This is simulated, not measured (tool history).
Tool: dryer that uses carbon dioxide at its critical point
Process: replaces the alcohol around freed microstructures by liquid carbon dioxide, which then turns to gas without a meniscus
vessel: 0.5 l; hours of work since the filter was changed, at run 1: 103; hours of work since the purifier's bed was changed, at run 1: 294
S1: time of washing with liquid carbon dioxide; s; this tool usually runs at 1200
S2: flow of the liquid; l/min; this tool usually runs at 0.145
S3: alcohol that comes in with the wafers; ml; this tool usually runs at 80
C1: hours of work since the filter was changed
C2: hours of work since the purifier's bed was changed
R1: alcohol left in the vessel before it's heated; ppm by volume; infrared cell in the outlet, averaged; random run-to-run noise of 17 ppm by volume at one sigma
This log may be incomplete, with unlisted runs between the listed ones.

{"run": 1, "hour": 0.0, "S1": 1200, "S2": 0.145, "S3": 80, "C1": 103, "C2": 294, "R1": 1687}
{"run": 2, "hour": 36.5, "S1": 1200, "S2": 0.145, "S3": 80, "C1": 115, "C2": 306, "R1": 1733}
{"run": 3, "hour": 60.9, "S1": 1200, "S2": 0.145, "S3": 80, "C1": 123, "C2": 314, "R1": 1864}
{"run": 4, "hour": 80.5, "S1": 1200, "S2": 0.123, "S3": 80, "C1": 129, "C2": 320, "R1": 3665}
{"run": 5, "hour": 106.8, "S1": 1200, "S2": 0.123, "S3": 80, "C1": 137, "C2": 329, "R1": 3810}
{"run": 6, "hour": 126.7, "S1": 1200, "S2": 0.123, "S3": 80, "C1": 144, "C2": 335, "R1": 3900}
{"run": 7, "hour": 147.7, "S1": 1200, "S2": 0.123, "S3": 80, "C1": 151, "C2": 342, "R1": 3994}
{"run": 8, "hour": 169.2, "S1": 1200, "S2": 0.145, "S3": 80, "C1": 158, "C2": 349, "R1": 2119}
{"run": 9, "hour": 196.0, "S1": 1200, "S2": 0.145, "S3": 80, "C1": 166, "C2": 358, "R1": 2178}
{"run": 10, "hour": 225.5, "S1": 1200, "S2": 0.145, "S3": 77, "C1": 176, "C2": 367, "R1": 2181}
{"hour": 242.6, "done": "inlet filter changed"}
{"run": 11, "hour": 246.3, "S1": 1200, "S2": 0.145, "S3": 77, "C1": 1, "C2": 373, "R1": 1123}
{"run": 12, "hour": 262.7, "S1": 1200, "S2": 0.145, "S3": 80, "C1": 6, "C2": 379, "R1": 1174}
{"run": 13, "hour": 277.8, "S1": 1320, "S2": 0.145, "S3": 80, "C1": 11, "C2": 384, "R1": 758}
{"run": 14, "hour": 294.3, "S1": 1320, "S2": 0.145, "S3": 80, "C1": 17, "C2": 389, "R1": 777}
{"run": 15, "hour": 323.3, "S1": 1200, "S2": 0.202, "S3": 80, "C1": 26, "C2": 398, "R1": 235}
{"run": 16, "hour": 347.5, "S1": 1200, "S2": 0.202, "S3": 80, "C1": 34, "C2": 406, "R1": 257}
{"run": 17, "hour": 378.5, "S1": 1320, "S2": 0.092, "S3": 99, "C1": 44, "C2": 416, "R1": 6982}
{"run": 18, "hour": 407.4, "S1": 960, "S2": 0.215, "S3": 80, "C1": 53, "C2": 425, "R1": 619}
{"run": 19, "hour": 440.1, "S1": 1200, "S2": 0.16, "S3": 80, "C1": 64, "C2": 436, "R1": 918}
{"run": 20, "hour": 473.6, "S1": 900, "S2": 0.11, "S3": 114, "C1": 74, "C2": 447, "R1": 15822}
{"run": 21, "hour": 497.9, "S1": 1320, "S2": 0.216, "S3": 80, "C1": 82, "C2": 454, "R1": 163}
{"run": 22, "hour": 522.1, "S1": 1920, "S2": 0.216, "S3": 25, "C1": 90, "C2": 462, "R1": 90}
{"run": 23, "hour": 554.9, "S1": 1380, "S2": 0.124, "S3": 80, "C1": 101, "C2": 473, "R1": 1896}
{"run": 24, "hour": 587.1, "S1": 840, "S2": 0.145, "S3": 49, "C1": 111, "C2": 483, "R1": 4225}
{"run": 25, "hour": 618.9, "S1": 1320, "S2": 0.109, "S3": 51, "C1": 121, "C2": 493, "R1": 2677}
{"run": 26, "hour": 655.5, "S1": 780, "S2": 0.109, "S3": 119, "C1": 133, "C2": 505, "R1": 28110}
{"run": 27, "hour": 681.2, "S1": 780, "S2": 0.109, "S3": 119, "C1": 141, "C2": 513, "R1": 27866}
{"run": 28, "hour": 706.4, "S1": 780, "S2": 0.109, "S3": 119, "C1": 149, "C2": 521, "R1": 29363}

Here are 4 independent what-if runs from the current tool condition. What would each one return?
{"run": "A", "hour": 729.4, "S1": 1200, "S2": 0.145, "S3": 40, "C1": 157, "C2": 529, "R1": "?"}
{"run": "B", "hour": 729.4, "S1": 1200, "S2": 0.145, "S3": 31, "C1": 157, "C2": 529, "R1": "?"}
{"run": "C", "hour": 729.4, "S1": 1680, "S2": 0.211, "S3": 80, "C1": 157, "C2": 529, "R1": "?"}
{"run": "D", "hour": 729.4, "S1": 840, "S2": 0.088, "S3": 58, "C1": 157, "C2": 529, "R1": "?"}

run=A R1=1175
run=B R1=938
run=C R1=132
run=D R1=18745
Had the tool no hidden state, the same runs would have come out as:
run=A R1=528
run=B R1=413
run=C R1=10
run=D R1=13822
